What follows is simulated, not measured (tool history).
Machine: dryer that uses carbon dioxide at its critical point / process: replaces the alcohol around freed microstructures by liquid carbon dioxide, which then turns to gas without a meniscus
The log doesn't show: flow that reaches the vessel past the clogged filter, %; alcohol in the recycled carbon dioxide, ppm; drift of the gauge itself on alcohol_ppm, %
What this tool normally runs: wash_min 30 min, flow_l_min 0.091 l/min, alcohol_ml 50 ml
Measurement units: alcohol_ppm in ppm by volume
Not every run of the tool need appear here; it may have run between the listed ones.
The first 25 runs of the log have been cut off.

run	hour	wash_min	flow_l_min	alcohol_ml	hours of work since the filter was changed	hours of work since the purifier's bed was changed	alcohol_ppm
26	646.6	33	0.091	50	189	568	1111
27	681.1	33	0.091	50	212	592	1152
28	696.8	33	0.0817	103	223	602	3537
29	730.2	24	0.155	32	246	625	308
30	755.1	24	0.155	49	262	642	501
# hour 764.9: inlet filter changed
31	789.6	35	0.1189	82	17	664	282
32	818.5	30	0.091	77	36	684	2088
33	837.5	30	0.0572	83	49	697	10678
34	854.1	34	0.0823	21	60	708	566
35	888.7	34	0.0823	21	84	731	590
36	922.7	23	0.0946	97	107	754	6590

Alternative continuations, all from the tool just after run 36; predict every row:
A	955.7	36	0.1512	26	129	777	?
B	955.7	27	0.1212	42	129	777	?
C	955.7	30	0.1159	70	129	777	?

run	alcohol_ppm
A	88
B	628
C	723
What these runs would have given with no unlogged condition in the tool:
run	alcohol_ppm
A	19
B	455
C	526

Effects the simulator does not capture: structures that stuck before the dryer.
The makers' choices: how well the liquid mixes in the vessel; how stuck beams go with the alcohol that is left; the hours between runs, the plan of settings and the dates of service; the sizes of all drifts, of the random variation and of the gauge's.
